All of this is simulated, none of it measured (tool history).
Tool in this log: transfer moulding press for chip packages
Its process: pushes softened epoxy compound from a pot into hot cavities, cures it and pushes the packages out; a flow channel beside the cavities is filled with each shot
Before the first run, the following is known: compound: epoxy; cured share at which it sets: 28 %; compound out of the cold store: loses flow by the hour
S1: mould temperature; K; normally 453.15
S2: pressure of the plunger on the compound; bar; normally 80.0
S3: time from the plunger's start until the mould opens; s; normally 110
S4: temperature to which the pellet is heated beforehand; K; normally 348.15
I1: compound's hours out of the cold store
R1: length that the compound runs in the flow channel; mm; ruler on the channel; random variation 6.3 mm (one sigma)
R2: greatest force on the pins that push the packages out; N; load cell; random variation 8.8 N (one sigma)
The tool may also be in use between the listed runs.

| run | day | S1 | S2 | S3 | S4 | I1 | R1 | R2 |
|---|---|---|---|---|---|---|---|---|
| 1 | 0.000 | 453.15 | 80.0 | 110 | 348.15 | 18.0 | 820 | 443 |
| 2 | 0.600 | 453.15 | 80.0 | 110 | 348.15 | 33.5 | 761 | 490 |
| 3 | 1.179 | 453.15 | 80.0 | 110 | 348.15 | 11.7 | 836 | 566 |
| 4 | 1.904 | 453.15 | 80.0 | 110 | 348.15 | 29.7 | 769 | 565 |
|  | 2.129 | cavities cleaned with cleaning compound and waxed |
| 5 | 2.742 | 453.15 | 80.0 | 110 | 348.15 | 47.0 | 705 | 454 |
| 6 | 3.158 | 453.15 | 80.0 | 110 | 348.15 | 15.3 | 818 | 489 |
| 7 | 3.750 | 453.15 | 80.0 | 139 | 348.15 | 20.4 | 785 | 495 |
| 8 | 4.396 | 453.15 | 80.0 | 110 | 348.15 | 42.5 | 712 | 574 |
|  | 4.725 | cavities cleaned with cleaning compound and waxed |
| 9 | 4.958 | 453.15 | 80.0 | 110 | 348.15 | 32.2 | 743 | 424 |
| 10 | 5.412 | 453.15 | 80.0 | 116 | 348.15 | 13.7 | 815 | 475 |
| 11 | 5.883 | 453.15 | 80.0 | 116 | 348.15 | 31.4 | 749 | 481 |
| 12 | 6.388 | 453.15 | 80.0 | 116 | 348.15 | 15.1 | 812 | 539 |
| 13 | 7.117 | 453.15 | 80.0 | 116 | 348.15 | 31.9 | 735 | 566 |
|  | 7.325 | cavities cleaned with cleaning compound and waxed |
|  | 7.900 | plunger's sealing rings changed |
| 14 | 7.971 | 453.15 | 78.4 | 116 | 348.15 | 18.3 | 860 | 453 |
| 15 | 8.771 | 460.15 | 78.4 | 121 | 342.15 | 36.9 | 754 | 476 |
| 16 | 9.471 | 459.15 | 60.9 | 121 | 347.15 | 16.0 | 728 | 503 |
|  | 10.004 | cavities cleaned with cleaning compound and waxed |
| 17 | 10.146 | 453.15 | 89.1 | 93 | 352.15 | 10.6 | 924 | 536 |
| 18 | 10.721 | 450.15 | 62.4 | 121 | 350.15 | 24.5 | 738 | 480 |
| 19 | 11.254 | 450.15 | 96.5 | 111 | 351.15 | 36.3 | 885 | 563 |
| 20 | 11.688 | 450.15 | 96.5 | 111 | 351.15 | 22.1 | 925 | 632 |
| 21 | 12.221 | 450.15 | 96.5 | 111 | 351.15 | 41.2 | 846 | 634 |
|  | 12.592 | cavities cleaned with cleaning compound and waxed |
| 22 | 12.646 | 450.15 | 98.6 | 111 | 353.15 | 24.9 | 928 | 458 |
| 23 | 13.371 | 450.15 | 98.6 | 111 | 353.15 | 27.7 | 901 | 553 |
| 24 | 13.775 | 450.15 | 98.6 | 111 | 353.15 | 21.7 | 939 | 581 |
| 25 | 14.346 | 455.15 | 78.6 | 142 | 354.15 | 13.8 | 839 | 500 |
| 26 | 14.792 | 458.15 | 60.6 | 130 | 354.15 | 45.7 | 636 | 515 |
|  | 15.175 | cavities cleaned with cleaning compound and waxed |
| 27 | 15.333 | 458.15 | 60.6 | 130 | 354.15 | 15.0 | 720 | 393 |
| 28 | 16.083 | 456.15 | 80.0 | 110 | 358.15 | 9.6 | 856 | 480 |

Branching from run 28: 4 alternative next runs. What would each branch give?
| A | 16.758 | 449.15 | 80.0 | 110 | 358.15 | 15.8 | ? | ? |
| B | 16.758 | 451.15 | 91.0 | 110 | 358.15 | 11.3 | ? | ? |
| C | 16.758 | 456.15 | 80.0 | 103 | 345.15 | 42.0 | ? | ? |
| D | 16.758 | 453.15 | 80.0 | 110 | 353.15 | 21.7 | ? | ? |

| run | R1 | R2 |
|---|---|---|
| A | 848 | 626 |
| B | 934 | 593 |
| C | 731 | 517 |
| D | 815 | 573 |
Without the tool's unlogged condition, the same runs would have read:
| run | R1 | R2 |
|---|---|---|
| A | 877 | 442 |
| B | 965 | 424 |
| C | 757 | 372 |
| D | 843 | 412 |
